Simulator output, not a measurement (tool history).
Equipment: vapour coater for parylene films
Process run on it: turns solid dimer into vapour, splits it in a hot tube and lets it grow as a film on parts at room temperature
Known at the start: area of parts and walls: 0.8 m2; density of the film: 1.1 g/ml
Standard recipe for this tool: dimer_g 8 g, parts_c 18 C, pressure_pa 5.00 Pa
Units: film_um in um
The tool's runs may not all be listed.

| run | hour | dimer_g | parts_c | pressure_pa | film_um |
|---|---|---|---|---|---|
| 1 | 0.0 | 8 | 18 | 5.00 | 5.35 |
| 2 | 13.7 | 8 | 18 | 5.00 | 5.35 |
| 3 | 25.7 | 8 | 18 | 5.00 | 5.27 |
| 4 | 39.3 | 8 | 18 | 5.00 | 5.27 |
| 5 | 56.2 | 8 | 18 | 5.00 | 5.24 |
| 6 | 69.1 | 8 | 22 | 5.00 | 4.39 |
| 7 | 77.9 | 8 | 13 | 5.00 | 6.54 |
| 8 | 86.5 | 8 | 13 | 5.00 | 6.35 |
| 9 | 93.9 | 8 | 13 | 5.00 | 6.51 |
| 10 | 103.4 | 8 | 18 | 8.49 | 4.74 |
| 11 | 116.4 | 8 | 18 | 8.49 | 4.65 |
| 12 | 124.3 | 8 | 18 | 5.00 | 5.20 |
| 13 | 133.3 | 9 | 10 | 10.41 | 7.33 |
| 14 | 146.1 | 4 | 19 | 10.41 | 2.20 |
| 15 | 162.6 | 4 | 19 | 10.41 | 2.16 |
| 16 | 175.7 | 4 | 19 | 10.41 | 2.18 |
|  | 177.8 | table's thermometer calibrated |
| 17 | 186.8 | 4 | 19 | 10.41 | 2.15 |
| 18 | 199.6 | 4 | 19 | 10.41 | 2.20 |
|  | 205.5 | table's thermometer calibrated, once more |
| 19 | 214.4 | 7 | 18 | 10.00 | 3.98 |
| 20 | 228.9 | 10 | 25 | 3.08 | 5.16 |
| 21 | 242.4 | 10 | 25 | 3.08 | 5.04 |
| 22 | 250.2 | 10 | 25 | 3.08 | 5.09 |
| 23 | 264.5 | 10 | 25 | 3.08 | 5.07 |

Below, each run's measurement less what the same run would have read without the hidden state. Both values contain the same run-to-run variation, but the gauge's scatter may not be the same in both:
The tool's hidden condition here consists of: vapour lost through the trap's worn valve, %; true temperature of the parts over the reading, C; drift of the gauge itself on film_um, %.
| run | film_um |
|---|---|
| 1 | -0.16 |
| 2 | -0.17 |
| 3 | -0.19 |
| 4 | -0.21 |
| 5 | -0.22 |
| 6 | -0.20 |
| 7 | -0.32 |
| 8 | -0.33 |
| 9 | -0.35 |
| 10 | -0.26 |
| 11 | -0.28 |
| 12 | -0.31 |
| 13 | -0.47 |
| 14 | -0.15 |
| 15 | -0.16 |
| 16 | -0.16 |
| 17 | -0.18 |
| 18 | -0.19 |
| 19 | -0.27 |
| 20 | -0.37 |
| 21 | -0.38 |
| 22 | -0.39 |
| 23 | -0.41 |
